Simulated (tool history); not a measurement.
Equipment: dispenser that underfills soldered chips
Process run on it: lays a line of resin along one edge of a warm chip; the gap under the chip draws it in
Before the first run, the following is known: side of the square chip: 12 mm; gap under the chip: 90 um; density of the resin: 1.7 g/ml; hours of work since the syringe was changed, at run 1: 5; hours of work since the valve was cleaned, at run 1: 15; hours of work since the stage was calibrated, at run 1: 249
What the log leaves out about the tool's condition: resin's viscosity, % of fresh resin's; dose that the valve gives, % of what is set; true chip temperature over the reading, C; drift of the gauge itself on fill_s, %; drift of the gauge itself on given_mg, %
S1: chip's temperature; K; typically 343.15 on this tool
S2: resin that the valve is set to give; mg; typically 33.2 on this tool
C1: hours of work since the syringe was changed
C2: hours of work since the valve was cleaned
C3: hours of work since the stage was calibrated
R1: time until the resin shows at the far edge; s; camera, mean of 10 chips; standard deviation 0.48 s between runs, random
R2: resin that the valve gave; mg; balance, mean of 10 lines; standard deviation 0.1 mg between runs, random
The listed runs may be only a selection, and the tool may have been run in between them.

| run | hour | S1 | S2 | C1 | C2 | C3 | R1 | R2 |
|---|---|---|---|---|---|---|---|---|
| 1 | 0 | 343.15 | 33.2 | 5 | 15 | 249 | 44.7 | 32.82 |
|  | 8.3 | new syringe of resin |
| 2 | 11.8 | 355.15 | 33.2 | 2 | 23 | 257 | 28 | 32.74 |
|  | 24.2 | new syringe of resin |
| 3 | 25.5 | 343.15 | 37.8 | 1 | 31 | 266 | 38.6 | 37.28 |
| 4 | 34.2 | 343.15 | 37.8 | 7 | 37 | 271 | 46.3 | 37.22 |
|  | 40.5 | new syringe of resin |
| 5 | 43.8 | 348.15 | 33.2 | 2 | 43 | 278 | 35.2 | 32.52 |
| 6 | 50.2 | 348.15 | 33.2 | 7 | 48 | 282 | 40.4 | 32.41 |
|  | 55.8 | new syringe of resin |
| 7 | 61.7 | 345.15 | 33.2 | 4 | 55 | 289 | 42 | 32.39 |
|  | 71.4 | dispensing valve cleaned and set on the balance |
|  | 72.7 | new syringe of resin |
| 8 | 73 | 343.15 | 33.2 | 0 | 1 | 296 | 39.2 | 32.92 |
| 9 | 85.1 | 347.15 | 33.8 | 8 | 9 | 304 | 44 | 33.68 |
|  | 88.1 | new syringe of resin |
| 10 | 91.2 | 345.15 | 35.3 | 2 | 13 | 308 | 38.7 | 34.8 |
| 11 | 102.7 | 349.15 | 30.5 | 10 | 20 | 315 | 43.9 | 30.23 |
|  | 104.2 | new syringe of resin |
| 12 | 108.8 | 349.15 | 30.5 | 3 | 24 | 319 | 35.1 | 30.18 |
|  | 119.7 | new syringe of resin |
|  | 120.7 | stage's temperature calibrated |
| 13 | 121.2 | 346.15 | 38.5 | 0 | 32 | 0 | 34.1 | 37.89 |
| 14 | 130 | 333.15 | 30.1 | 6 | 38 | 6 | 64.6 | 29.58 |
|  | 136.7 | new syringe of resin |
| 15 | 140.1 | 333.15 | 30.1 | 2 | 44 | 13 | 56.7 | 29.59 |

Each row is a separate what-if for the run after 15, all from the same tool condition, not one after another. Results?
| A | 151.2 | 328.15 | 35.6 | 10 | 51 | 20 | ? | ? |
| B | 151.2 | 351.15 | 37.8 | 10 | 51 | 20 | ? | ? |
| C | 151.2 | 333.15 | 43.2 | 10 | 51 | 20 | ? | ? |

| run | R1 | R2 |
|---|---|---|
| A | 81.8 | 34.58 |
| B | 38.2 | 36.69 |
| C | 68.7 | 42.09 |
Stripped of hidden state, with their random variation kept, the same runs would have yielded:
| run | R1 | R2 |
|---|---|---|
| A | 61.6 | 35.48 |
| B | 28.8 | 37.64 |
| C | 51.7 | 43.17 |
